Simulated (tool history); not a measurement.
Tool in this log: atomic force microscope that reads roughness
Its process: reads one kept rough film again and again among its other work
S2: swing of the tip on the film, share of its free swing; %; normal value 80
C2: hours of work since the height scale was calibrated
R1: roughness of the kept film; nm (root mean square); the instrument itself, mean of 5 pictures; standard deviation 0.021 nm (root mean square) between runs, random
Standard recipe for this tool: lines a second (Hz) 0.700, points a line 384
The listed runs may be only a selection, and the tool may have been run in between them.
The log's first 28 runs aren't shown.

Run 29, hour 265.6: usual settings but lines a second (Hz) 1.534, S2 59 %, points a line 411; pictures with this tip 63; C2 261. Result: R1 5.150 nm (root mean square).
Run 30, hour 274.8: usual settings but lines a second (Hz) 1.534, S2 59 %, points a line 411; pictures with this tip 76; C2 266. Result: R1 5.129 nm (root mean square).
Run 31, hour 280.1: usual settings but lines a second (Hz) 1.410, S2 59 %, points a line 411; pictures with this tip 84; C2 269. Result: R1 5.186 nm (root mean square).
Run 32, hour 289.4: usual settings but lines a second (Hz) 3.829, S2 77 %; pictures with this tip 97; C2 274. Result: R1 4.111 nm (root mean square).
Run 33, hour 294.9: usual settings but lines a second (Hz) 3.829, S2 77 %; pictures with this tip 105; C2 278. Result: R1 4.126 nm (root mean square).
At hour 301.7: new tip fitted.
Run 34, hour 302.8: usual settings but lines a second (Hz) 3.069, S2 77 %; pictures with this tip 2; C2 282. Result: R1 4.378 nm (root mean square).
Run 35, hour 313.8: usual settings but lines a second (Hz) 2.454, S2 63 %; pictures with this tip 18; C2 288. Result: R1 4.951 nm (root mean square).
Run 36, hour 322.4: usual settings but lines a second (Hz) 1.322, points a line 605; pictures with this tip 30; C2 293. Result: R1 4.805 nm (root mean square).
Run 37, hour 328.8: usual settings but lines a second (Hz) 1.041, points a line 319; pictures with this tip 39; C2 297. Result: R1 4.884 nm (root mean square).
Run 38, hour 334.2: usual settings but lines a second (Hz) 1.074, S2 64 %, points a line 1010; pictures with this tip 46; C2 300. Result: R1 5.157 nm (root mean square).
Run 39, hour 342.1: usual settings but lines a second (Hz) 2.761, S2 71 %, points a line 856; pictures with this tip 58; C2 304. Result: R1 4.650 nm (root mean square).
Run 40, hour 351.5: usual settings but lines a second (Hz) 2.761, S2 71 %, points a line 856; pictures with this tip 71; C2 310. Result: R1 4.645 nm (root mean square).
Run 41, hour 363.1: usual settings but lines a second (Hz) 1.019, S2 78 %, points a line 856; pictures with this tip 87; C2 316. Result: R1 4.973 nm (root mean square).

Each row is a separate what-if for the run after 41, all from the same tool condition, not one after another. Results?
Run A, hour 375.8: usual settings but lines a second (Hz) 1.775, S2 78 %, points a line 856; pictures with this tip 106; C2 324. Result: R1 ?.
Run B, hour 375.8: usual settings but lines a second (Hz) 0.598, S2 89 %, points a line 447; pictures with this tip 106; C2 324. Result: R1 ?.
Run C, hour 375.8: usual settings but lines a second (Hz) 1.019, S2 57 %, points a line 627; pictures with this tip 106; C2 324. Result: R1 ?.

run     R1
  A  4.673
  B  4.955
  C  5.228
With no hidden state in the tool, these same runs would have given:
run     R1
  A  4.687
  B  4.970
  C  5.244
